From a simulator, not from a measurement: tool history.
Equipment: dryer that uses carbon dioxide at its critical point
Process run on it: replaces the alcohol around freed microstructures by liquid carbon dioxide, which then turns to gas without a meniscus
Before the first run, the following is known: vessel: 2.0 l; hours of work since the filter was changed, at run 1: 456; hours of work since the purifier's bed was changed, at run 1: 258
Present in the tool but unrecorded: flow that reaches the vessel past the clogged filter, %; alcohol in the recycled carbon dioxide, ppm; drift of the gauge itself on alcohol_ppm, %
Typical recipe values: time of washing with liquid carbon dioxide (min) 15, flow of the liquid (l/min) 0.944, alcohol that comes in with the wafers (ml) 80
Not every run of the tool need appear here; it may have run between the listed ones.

run    hour  time of washing with liquid carbon dioxide (min)  flow of the liquid (l/min)  alcohol that comes in with the wafers (ml)  hours of work since the filter was changed  hours of work since the purifier's bed was changed  alcohol left in the vessel before it's heated (ppm by volume)
  1       0                                                15                       0.944                                          80                                         456                                                 258                                                            175
  2    44.5                                                20                       0.944                                          80                                         483                                                 285                                                             78
  3    82.9                                                12                       0.944                                          80                                         506                                                 309                                                            451
  4     126                                                22                       0.944                                          80                                         533                                                 335                                                             87
      160.4  -- inlet filter changed
  5   174.5                                                15                       0.944                                          80                                           9                                                 364                                                            165
  6     219                                                15                       0.944                                          80                                          36                                                 391                                                            169
  7   262.1                                                15                       0.944                                          80                                          62                                                 417                                                            172
  8   309.8                                                15                       1.125                                          80                                          91                                                 446                                                            118
  9   334.8                                                15                       0.944                                          80                                         106                                                 461                                                            198
 10   371.6                                                 9                       0.944                                          80                                         128                                                 484                                                           1116
 11   405.3                                                15                       1.092                                          80                                         149                                                 504                                                            151
 12   435.4                                                15                       1.092                                          80                                         167                                                 523                                                            138
 13   467.6                                                15                       0.944                                          22                                         187                                                 542                                                            141
 14   513.3                                                15                        0.65                                          22                                         215                                                 570                                                            297
 15   547.3                                                15                        0.65                                          22                                         235                                                 591                                                            302
 16   595.6                                                15                        0.65                                          71                                         265                                                 620                                                            725
 17   633.2                                                15                       0.944                                          80                                         288                                                 643                                                            242
 18   664.4                                                15                       0.944                                          80                                         307                                                 662                                                            243
 19   707.2                                                15                       0.944                                          80                                         333                                                 688                                                            251
 20   735.6                                                15                       0.944                                          80                                         350                                                 705                                                            259
 21   759.6                                                15                       0.944                                          80                                         364                                                 720                                                            270
 22   782.4                                                18                       0.696                                          21                                         378                                                 734                                                            207
 23   827.5                                                15                       0.944                                         114                                         406                                                 761                                                            334
 24   869.4                                                11                       1.037                                          80                                         431                                                 787                                                            531
 25     893                                                17                       1.037                                          29                                         446                                                 801                                                            188
 26   927.9                                                24                       0.944                                          80                                         467                                                 822                                                            173
 27   970.3                                                24                       0.944                                          80                                         493                                                 848                                                            174
 28    1010                                                22                       0.776                                          80                                         517                                                 872                                                            225
 29    1045                                                22                       0.776                                          80                                         538                                                 893                                                            230
     1069.7  -- inlet filter changed
 30  1098.8                                                16                       1.413                                         105                                          18                                                 925                                                            200
       1105  -- purifier's bed changed
 31  1152.4                                                15                       1.006                                          21                                          48                                                  29                                                             22
 32  1183.4                                                13                       0.596                                          28                                          67                                                  48                                                            516
 33    1223                                                13                       0.911                                          80                                          91                                                  72                                                            268
 34  1254.7                                                17                       1.283                                          35                                         111                                                  91                                                             22
 35  1302.3                                                17                       0.973                                          35                                         140                                                 120                                                             50
 36  1353.9                                                15                       1.232                                          80                                         171                                                 151                                                             45
 37  1384.2                                                17                       0.772                                          49                                         189                                                 170                                                            138

Hidden state at the last listed run before each entry between runs and at the first one after, where it differs:
Runs 4 to 5: inlet filter changed (hour 160.4)
  flow that reaches the vessel past the clogged filter, %: 93.3 -> 99.2; alcohol in the recycled carbon dioxide, ppm: 75.2 -> 81.5
  measured minus no-state result, alcohol left in the vessel before it's heated (ppm by volume): +76 -> +79
Runs 29 to 30: inlet filter changed (hour 1069.7)
  flow that reaches the vessel past the clogged filter, %: 92.7 -> 99.2; alcohol in the recycled carbon dioxide, ppm: 192.4 -> 198.9
  measured minus no-state result, alcohol left in the vessel before it's heated (ppm by volume): +201 -> +193
Runs 30 to 31: purifier's bed changed (hour 1105)
  flow that reaches the vessel past the clogged filter, %: 99.2 -> 98.8; alcohol in the recycled carbon dioxide, ppm: 198.9 -> 12.1
  measured minus no-state result, alcohol left in the vessel before it's heated (ppm by volume): +193 -> +8
